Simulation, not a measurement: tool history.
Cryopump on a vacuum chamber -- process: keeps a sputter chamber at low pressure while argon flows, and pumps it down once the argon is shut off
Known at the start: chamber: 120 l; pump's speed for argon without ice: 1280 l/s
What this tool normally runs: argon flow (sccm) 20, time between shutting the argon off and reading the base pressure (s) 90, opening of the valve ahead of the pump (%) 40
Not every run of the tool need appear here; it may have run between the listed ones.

run,hour,argon flow (sccm),time between shutting the argon off and reading the base pressure (s),opening of the valve ahead of the pump (%),pressure while argon flows (Pa),pressure after the wait (uPa)
1,0.0,20,90,40,0.0684,1.44
2,74.1,20,90,40,0.0697,1.51
3,128.8,20,90,40,0.0698,1.52
4,189.7,20,90,40,0.0717,1.64
5,261.1,20,90,40,0.0728,1.74
6,354.6,20,90,38,0.0768,1.83
7,432.5,37,90,40,0.1383,1.99
8,508.6,13,90,40,0.0441,1.68
9,576.3,13,90,40,0.0439,1.72
10,657.8,13,90,40,0.0456,1.81
11,750.4,13,90,40,0.0458,2.05
12,811.7,20,68,15,0.1811,2.19
13,894.2,20,68,15,0.1831,2.38
14,975.2,17,151,21,0.1134,2.11
15,1082.6,36,122,22,0.2318,2.26
16,1193.5,23,91,22,0.1492,2.61
17,1298.0,23,91,22,0.1395,2.22
18,1403.1,8,173,37,0.0296,2.09
19,1477.9,19,90,40,0.0661,2.43

Put back what was entered between runs (2 entries, withheld): which listed runs does each sit between, and how does the hidden state differ from the listed run before to the listed run after?
In the gap between runs 7 and 8: pump warmed up, emptied and cooled again (hour 484.4)
  pump's speed, % of a pump's without ice: 77.7 -> 98.4; cold plate's temperature, K: 13.48 -> 13.5; leak into the chamber, uPa l/s: 1431 -> 1484
  what was measured, less what the result would be without the hidden state, pressure while argon flows (Pa): +0.0160 -> +0.0009; pressure after the wait (uPa): +1.27 -> +0.96
In the gap between runs 16 and 17: pump warmed up, emptied and cooled again (hour 1249.1)
  pump's speed, % of a pump's without ice: 74.5 -> 97.8; cold plate's temperature, K: 13.68 -> 13.71; leak into the chamber, uPa l/s: 1981 -> 2056
  what was measured, less what the result would be without the hidden state, pressure while argon flows (Pa): +0.0117 -> +0.0018; pressure after the wait (uPa): +1.90 -> +1.50
